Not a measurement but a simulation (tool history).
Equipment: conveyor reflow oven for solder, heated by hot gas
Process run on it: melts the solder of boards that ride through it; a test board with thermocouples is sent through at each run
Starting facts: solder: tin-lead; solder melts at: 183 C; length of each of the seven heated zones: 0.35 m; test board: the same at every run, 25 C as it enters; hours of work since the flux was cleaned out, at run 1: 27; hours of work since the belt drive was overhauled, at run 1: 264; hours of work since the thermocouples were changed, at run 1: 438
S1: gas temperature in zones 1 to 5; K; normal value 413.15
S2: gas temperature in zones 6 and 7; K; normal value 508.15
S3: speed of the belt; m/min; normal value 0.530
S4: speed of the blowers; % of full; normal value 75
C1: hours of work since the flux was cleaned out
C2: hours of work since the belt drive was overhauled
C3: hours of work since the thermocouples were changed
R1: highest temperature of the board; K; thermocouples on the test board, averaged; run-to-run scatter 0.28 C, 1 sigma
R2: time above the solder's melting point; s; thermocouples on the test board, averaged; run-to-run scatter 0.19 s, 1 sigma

run 1 day=0.000 | S1=413.15 S2=508.15 S3=0.530 S4=75 | C1=27 C2=264 C3=438 | R1=493.65 R2=62.9
run 2 day=0.579 | S1=413.15 S2=508.15 S3=0.530 S4=75 | C1=34 C2=270 C3=445 | R1=493.45 R2=63.0
run 3 day=0.938 | S1=413.15 S2=508.15 S3=0.530 S4=75 | C1=38 C2=274 C3=449 | R1=492.85 R2=63.0
run 4 day=1.496 | S1=413.15 S2=508.15 S3=0.530 S4=75 | C1=44 C2=280 C3=455 | R1=493.15 R2=63.2
run 5 day=1.817 | S1=413.15 S2=508.15 S3=0.530 S4=75 | C1=47 C2=284 C3=458 | R1=493.35 R2=63.0
run 6 day=2.296 | S1=413.15 S2=522.15 S3=0.530 S4=75 | C1=53 C2=289 C3=464 | R1=505.55 R2=70.5
run 7 day=2.667 | S1=413.15 S2=503.15 S3=0.530 S4=75 | C1=57 C2=293 C3=468 | R1=488.25 R2=59.6
run 8 day=2.929 | S1=422.15 S2=508.15 S3=0.530 S4=75 | C1=60 C2=296 C3=470 | R1=494.05 R2=67.4
run 9 day=3.304 | S1=422.15 S2=508.15 S3=0.530 S4=75 | C1=64 C2=300 C3=475 | R1=494.15 R2=67.2
-- day=3.508 belt drive overhauled, speed set with a stopwatch
run 10 day=3.762 | S1=422.15 S2=508.15 S3=0.530 S4=75 | C1=67 C2=3 C3=478 | R1=494.15 R2=67.5
run 11 day=4.146 | S1=405.15 S2=508.15 S3=0.530 S4=75 | C1=71 C2=7 C3=482 | R1=491.65 R2=59.3
run 12 day=4.388 | S1=413.15 S2=499.15 S3=0.530 S4=75 | C1=74 C2=10 C3=485 | R1=485.25 R2=56.4
run 13 day=4.975 | S1=413.15 S2=499.15 S3=0.530 S4=75 | C1=81 C2=16 C3=491 | R1=485.25 R2=56.8
-- day=5.325 belt drive overhauled, speed set with a stopwatch, once more
run 14 day=5.729 | S1=413.15 S2=499.15 S3=0.530 S4=75 | C1=87 C2=4 C3=498 | R1=485.05 R2=56.4
run 15 day=6.233 | S1=413.15 S2=499.15 S3=0.530 S4=75 | C1=93 C2=10 C3=503 | R1=484.65 R2=56.2
-- day=6.367 thermocouples of zones 6 and 7 changed
run 16 day=6.558 | S1=413.15 S2=499.15 S3=0.530 S4=75 | C1=95 C2=13 C3=2 | R1=486.75 R2=57.9
run 17 day=7.088 | S1=413.15 S2=499.15 S3=0.530 S4=62 | C1=101 C2=19 C3=8 | R1=484.05 R2=54.9
run 18 day=7.525 | S1=418.15 S2=508.15 S3=0.530 S4=75 | C1=106 C2=23 C3=13 | R1=495.35 R2=66.0
run 19 day=7.879 | S1=418.15 S2=499.15 S3=0.510 S4=55 | C1=110 C2=27 C3=17 | R1=484.45 R2=59.3
run 20 day=8.258 | S1=418.15 S2=510.15 S3=0.510 S4=57 | C1=114 C2=31 C3=21 | R1=494.55 R2=67.7
run 21 day=8.579 | S1=413.15 S2=504.15 S3=0.530 S4=53 | C1=118 C2=35 C3=24 | R1=486.35 R2=55.7
run 22 day=8.929 | S1=413.15 S2=498.15 S3=0.530 S4=75 | C1=121 C2=39 C3=28 | R1=485.65 R2=57.1
run 23 day=9.379 | S1=413.15 S2=498.15 S3=0.530 S4=75 | C1=126 C2=44 C3=33 | R1=486.05 R2=56.8
run 24 day=9.750 | S1=402.15 S2=506.15 S3=0.505 S4=65 | C1=130 C2=48 C3=37 | R1=490.55 R2=59.3
run 25 day=10.321 | S1=402.15 S2=506.15 S3=0.435 S4=82 | C1=137 C2=54 C3=44 | R1=497.95 R2=77.2
run 26 day=10.892 | S1=402.15 S2=506.15 S3=0.435 S4=69 | C1=143 C2=61 C3=50 | R1=495.15 R2=75.0
run 27 day=11.150 | S1=413.15 S2=508.15 S3=0.530 S4=55 | C1=146 C2=63 C3=53 | R1=489.55 R2=59.0
run 28 day=11.654 | S1=413.15 S2=519.15 S3=0.504 S4=75 | C1=151 C2=69 C3=58 | R1=505.85 R2=73.6
run 29 day=12.242 | S1=414.15 S2=503.15 S3=0.432 S4=88 | C1=158 C2=75 C3=65 | R1=496.05 R2=81.9
run 30 day=12.729 | S1=416.15 S2=503.15 S3=0.432 S4=78 | C1=163 C2=81 C3=70 | R1=495.45 R2=81.9
run 31 day=13.121 | S1=406.15 S2=503.15 S3=0.432 S4=83 | C1=168 C2=85 C3=75 | R1=495.35 R2=78.2

What if the next run were any one of these 4? Each begins from the tool's condition after run 31:
run A day=13.458 | S1=406.15 S2=503.15 S3=0.432 S4=89 | C1=171 C2=89 C3=78 | R1=? R2=?
run B day=13.458 | S1=406.15 S2=498.15 S3=0.432 S4=83 | C1=171 C2=89 C3=78 | R1=? R2=?
run C day=13.458 | S1=403.15 S2=503.15 S3=0.466 S4=80 | C1=171 C2=89 C3=78 | R1=? R2=?
run D day=13.458 | S1=413.15 S2=521.15 S3=0.530 S4=89 | C1=171 C2=89 C3=78 | R1=? R2=?

run=A R1=496.25 R2=78.5
run=B R1=490.45 R2=74.4
run=C R1=492.95 R2=68.5
run=D R1=508.45 R2=71.3
Stripped of hidden state, with their random variation kept, the same runs would have yielded:
run=A R1=496.35 R2=78.7
run=B R1=490.55 R2=74.7
run=C R1=493.15 R2=68.9
run=D R1=508.75 R2=71.5
